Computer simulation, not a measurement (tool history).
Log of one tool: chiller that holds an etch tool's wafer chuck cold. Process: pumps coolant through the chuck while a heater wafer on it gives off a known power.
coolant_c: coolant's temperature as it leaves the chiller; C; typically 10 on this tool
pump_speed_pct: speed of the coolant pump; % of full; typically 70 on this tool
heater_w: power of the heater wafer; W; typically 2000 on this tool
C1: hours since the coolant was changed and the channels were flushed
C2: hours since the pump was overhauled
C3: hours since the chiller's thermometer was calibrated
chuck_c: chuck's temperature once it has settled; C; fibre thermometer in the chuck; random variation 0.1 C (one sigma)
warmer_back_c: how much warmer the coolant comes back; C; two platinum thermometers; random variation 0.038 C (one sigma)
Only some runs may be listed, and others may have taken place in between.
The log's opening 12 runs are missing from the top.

Run 13, day 48.896: usual settings but pump_speed_pct 65 % of full; C1 2006; C2 6074; C3 811. Result: chuck_c 27.4 C, warmer_back_c 9.06 C.
Run 14, day 53.383: usual settings but pump_speed_pct 65 % of full; C1 2114; C2 6182; C3 918. Result: chuck_c 27.4 C, warmer_back_c 9.06 C.
Run 15, day 55.683: usual settings but pump_speed_pct 65 % of full; C1 2169; C2 6237; C3 974. Result: chuck_c 27.4 C, warmer_back_c 8.98 C.
Run 16, day 61.162: usual settings but pump_speed_pct 65 % of full; C1 2301; C2 6368; C3 1105. Result: chuck_c 27.6 C, warmer_back_c 9.07 C.
Run 17, day 66.275: usual settings but pump_speed_pct 65 % of full; C1 2423; C2 6491; C3 1228. Result: chuck_c 27.6 C, warmer_back_c 9.10 C.
Run 18, day 71.458: usual settings but coolant_c 16 C, pump_speed_pct 65 % of full, heater_w 1996 W; C1 2548; C2 6615; C3 1352. Result: chuck_c 33.7 C, warmer_back_c 8.99 C.
Run 19, day 73.858: usual settings but coolant_c 16 C, pump_speed_pct 65 % of full, heater_w 1996 W; C1 2605; C2 6673; C3 1410. Result: chuck_c 33.8 C, warmer_back_c 9.08 C.
Run 20, day 78.329: usual settings but pump_speed_pct 94 % of full, heater_w 1615 W; C1 2713; C2 6780; C3 1517. Result: chuck_c 21.0 C, warmer_back_c 4.96 C.
Run 21, day 82.817: usual settings but pump_speed_pct 94 % of full, heater_w 1615 W; C1 2820; C2 6888; C3 1625. Result: chuck_c 20.9 C, warmer_back_c 4.93 C.
Run 22, day 87.058: usual settings but pump_speed_pct 94 % of full, heater_w 1615 W; C1 2922; C2 6990; C3 1727. Result: chuck_c 20.8 C, warmer_back_c 4.98 C.
Run 23, day 89.388: usual settings but pump_speed_pct 94 % of full, heater_w 1615 W; C1 2978; C2 7046; C3 1782. Result: chuck_c 21.0 C, warmer_back_c 4.96 C.
Run 24, day 93.488: usual settings but pump_speed_pct 94 % of full, heater_w 1615 W; C1 3077; C2 7144; C3 1881. Result: chuck_c 21.0 C, warmer_back_c 5.00 C.
Run 25, day 97.125: usual settings but coolant_c 15 C, pump_speed_pct 64 % of full; C1 3164; C2 7231; C3 1968. Result: chuck_c 33.0 C, warmer_back_c 9.34 C.
Run 26, day 100.071: usual settings but coolant_c 7 C, pump_speed_pct 83 % of full, heater_w 1295 W; C1 3234; C2 7302; C3 2039. Result: chuck_c 16.7 C, warmer_back_c 4.60 C.
Run 27, day 104.962: usual settings but coolant_c 6 C, pump_speed_pct 75 % of full, heater_w 1295 W; C1 3352; C2 7420; C3 2156. Result: chuck_c 16.5 C, warmer_back_c 5.12 C.
Run 28, day 109.925: usual settings but coolant_c 16 C, pump_speed_pct 83 % of full, heater_w 2655 W; C1 3471; C2 7539; C3 2275. Result: chuck_c 35.8 C, warmer_back_c 9.44 C.
Run 29, day 112.446: usual settings but pump_speed_pct 60 % of full, heater_w 2376 W; C1 3532; C2 7599; C3 2336. Result: chuck_c 32.5 C, warmer_back_c 11.79 C.
At day 114.271: chiller's thermometer calibrated.
Run 30, day 115.192: usual settings but coolant_c 13 C, pump_speed_pct 92 % of full; C1 3596; C2 7664; C3 22. Result: chuck_c 26.8 C, warmer_back_c 6.29 C.
Run 31, day 119.925: usual settings but coolant_c 3 C, pump_speed_pct 98 % of full, heater_w 1192 W; C1 3710; C2 7778; C3 136. Result: chuck_c 10.9 C, warmer_back_c 3.52 C.
Run 32, day 125.558: usual settings but coolant_c 2 C, pump_speed_pct 76 % of full, heater_w 2171 W; C1 3845; C2 7913; C3 271. Result: chuck_c 19.1 C, warmer_back_c 8.45 C.
Run 33, day 130.783: usual settings but coolant_c 2 C, pump_speed_pct 76 % of full, heater_w 2171 W; C1 3971; C2 8038; C3 396. Result: chuck_c 19.5 C, warmer_back_c 8.46 C.

Alternative continuations, all from the tool just after run 33; predict every row:
Run A, day 134.754: usual settings but coolant_c 20 C, pump_speed_pct 88 % of full, heater_w 1247 W; C1 4066; C2 8134; C3 492. Result: chuck_c ?, warmer_back_c ?.
Run B, day 134.754: usual settings but coolant_c 2 C, pump_speed_pct 76 % of full, heater_w 2106 W; C1 4066; C2 8134; C3 492. Result: chuck_c ?, warmer_back_c ?.
Run C, day 134.754: usual settings but coolant_c 5 C, pump_speed_pct 65 % of full, heater_w 2064 W; C1 4066; C2 8134; C3 492. Result: chuck_c ?, warmer_back_c ?.

run  chuck_c  warmer_back_c
  A     29.0           4.16
  B     18.8           8.25
  C     23.5           9.55
Take away the tool's hidden state, keep each run's random variation, and the runs would have read:
run  chuck_c  warmer_back_c
  A     28.1           3.79
  B     17.1           7.50
  C     21.7           8.69
